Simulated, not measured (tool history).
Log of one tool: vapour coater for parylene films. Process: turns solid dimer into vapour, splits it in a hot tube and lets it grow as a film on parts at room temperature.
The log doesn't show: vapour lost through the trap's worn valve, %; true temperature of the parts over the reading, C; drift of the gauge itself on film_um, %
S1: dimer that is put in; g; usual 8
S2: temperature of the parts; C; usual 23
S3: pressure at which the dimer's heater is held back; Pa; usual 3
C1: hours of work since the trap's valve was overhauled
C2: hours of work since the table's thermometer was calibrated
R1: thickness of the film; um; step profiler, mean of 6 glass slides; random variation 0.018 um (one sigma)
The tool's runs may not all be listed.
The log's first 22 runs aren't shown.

| run | hour | S1 | S2 | S3 | C1 | C2 | R1 |
|---|---|---|---|---|---|---|---|
| 23 | 278.7 | 8 | 26 | 3 | 221 | 709 | 2.08 |
|  | 291.5 | trap's valve overhauled |
| 24 | 291.5 | 8 | 23 | 3 | 0 | 716 | 2.42 |
|  | 293.5 | table's thermometer calibrated |
| 25 | 307.2 | 8 | 16 | 2.19 | 12 | 11 | 2.73 |
| 26 | 323.6 | 8 | 28 | 2.19 | 25 | 24 | 2.24 |
| 27 | 336.4 | 4 | 23 | 6.76 | 35 | 34 | 1.1 |
| 28 | 344.9 | 4 | 23 | 6.76 | 42 | 41 | 1.08 |
|  | 358.7 | table's thermometer calibrated, once more |
| 29 | 361.7 | 4 | 23 | 6.76 | 54 | 2 | 1.1 |
| 30 | 376.3 | 4 | 23 | 6.76 | 66 | 14 | 1.11 |
| 31 | 394.6 | 5 | 17 | 3 | 80 | 28 | 1.58 |
| 32 | 403.3 | 5 | 17 | 3 | 87 | 35 | 1.57 |
| 33 | 411.9 | 8 | 16 | 2.03 | 94 | 42 | 2.63 |
| 34 | 419.3 | 10 | 23 | 5.69 | 100 | 48 | 2.71 |
| 35 | 426.8 | 4 | 22 | 7.68 | 106 | 54 | 1.09 |
| 36 | 439.3 | 4 | 22 | 7.68 | 115 | 64 | 1.06 |
| 37 | 455.1 | 13 | 30 | 3.15 | 128 | 76 | 3.31 |
| 38 | 469.4 | 8 | 28 | 10.53 | 139 | 88 | 1.9 |
| 39 | 483.4 | 4 | 24 | 6.27 | 150 | 99 | 1.03 |
| 40 | 500.9 | 4 | 24 | 6.27 | 164 | 113 | 1.02 |
| 41 | 517 | 7 | 18 | 3 | 177 | 125 | 2.04 |
| 42 | 535.3 | 7 | 18 | 3 | 192 | 140 | 2.07 |
| 43 | 544.1 | 7 | 22 | 2.11 | 199 | 147 | 2.02 |
| 44 | 553.6 | 6 | 18 | 2.6 | 206 | 154 | 1.78 |
| 45 | 563.4 | 6 | 18 | 2.6 | 214 | 162 | 1.77 |
| 46 | 577.7 | 8 | 18 | 3.69 | 225 | 174 | 2.29 |
|  | 585.5 | trap's valve overhauled |
| 47 | 590.3 | 12 | 33 | 3.92 | 4 | 180 | 3 |

4 ways to go on from here, each from the tool as it stands after run 47. What would each give?
| A | 599.7 | 8 | 29 | 3 | 11 | 188 | ? |
| B | 599.7 | 8 | 30 | 3.54 | 11 | 188 | ? |
| C | 599.7 | 12 | 18 | 11.18 | 11 | 188 | ? |
| D | 599.7 | 14 | 33 | 3.92 | 11 | 188 | ? |

| run | R1 |
|---|---|
| A | 2.15 |
| B | 2.13 |
| C | 3.48 |
| D | 3.48 |
Without the tool's hidden state the same runs would have given:
| run | R1 |
|---|---|
| A | 2.17 |
| B | 2.16 |
| C | 3.52 |
| D | 3.52 |

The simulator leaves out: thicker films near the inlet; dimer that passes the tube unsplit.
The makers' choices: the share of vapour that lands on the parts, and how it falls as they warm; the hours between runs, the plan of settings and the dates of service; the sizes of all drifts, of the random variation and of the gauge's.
